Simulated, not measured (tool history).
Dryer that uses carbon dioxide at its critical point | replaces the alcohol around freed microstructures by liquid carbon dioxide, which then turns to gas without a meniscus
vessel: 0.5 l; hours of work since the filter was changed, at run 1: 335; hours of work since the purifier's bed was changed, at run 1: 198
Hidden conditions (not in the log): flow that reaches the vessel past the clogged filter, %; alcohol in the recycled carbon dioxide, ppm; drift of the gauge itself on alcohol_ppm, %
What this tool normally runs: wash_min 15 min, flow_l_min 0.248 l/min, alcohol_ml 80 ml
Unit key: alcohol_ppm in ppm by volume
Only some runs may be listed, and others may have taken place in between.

run,day,wash_min,flow_l_min,alcohol_ml,hours of work since the filter was changed,hours of work since the purifier's bed was changed,alcohol_ppm
1,0,15,0.248,80,335,198,492
2,1.717,16,0.248,80,357,221,357
3,3.246,15,0.174,80,377,241,3023
4,4.725,15,0.174,80,397,260,3000
5,6.621,15,0.174,80,422,285,3145
6,7.538,15,0.174,80,434,297,3151
# day 8.438: inlet filter changed
7,8.992,15,0.174,80,7,316,2438
8,10.358,15,0.174,80,25,334,2424
9,12.154,15,0.248,80,49,357,407
10,13.912,15,0.248,80,72,380,422
11,15.458,15,0.248,80,92,401,436
12,17.417,15,0.248,80,118,426,445
13,18.883,13,0.248,80,137,445,908
14,20.608,10,0.325,47,160,468,506
15,22.271,10,0.325,47,181,490,521
16,24.117,14,0.161,66,206,514,4001
17,25.725,15,0.159,80,227,535,3928
18,27.617,12,0.214,53,252,560,1932
19,28.638,12,0.214,53,265,573,1896
20,29.562,12,0.214,53,277,586,1910
21,30.704,12,0.19,95,292,600,5458
22,31.704,21,0.197,37,305,614,209
23,33.192,15,0.248,35,325,633,292
24,34.425,15,0.248,35,341,649,295
25,36.079,15,0.248,35,362,671,321

4 options for the next run, each taken on its own from the tool as it stands now. Forecast them:
A,37.179,14,0.389,31,377,685,?
B,37.179,20,0.268,80,377,685,?
C,37.179,14,0.248,80,377,685,?
D,37.179,15,0.211,86,377,685,?

run,alcohol_ppm
A,129
B,136
C,785
D,1371
What these runs would have given with no unlogged condition in the tool:
run,alcohol_ppm
A,13
B,18
C,503
D,961
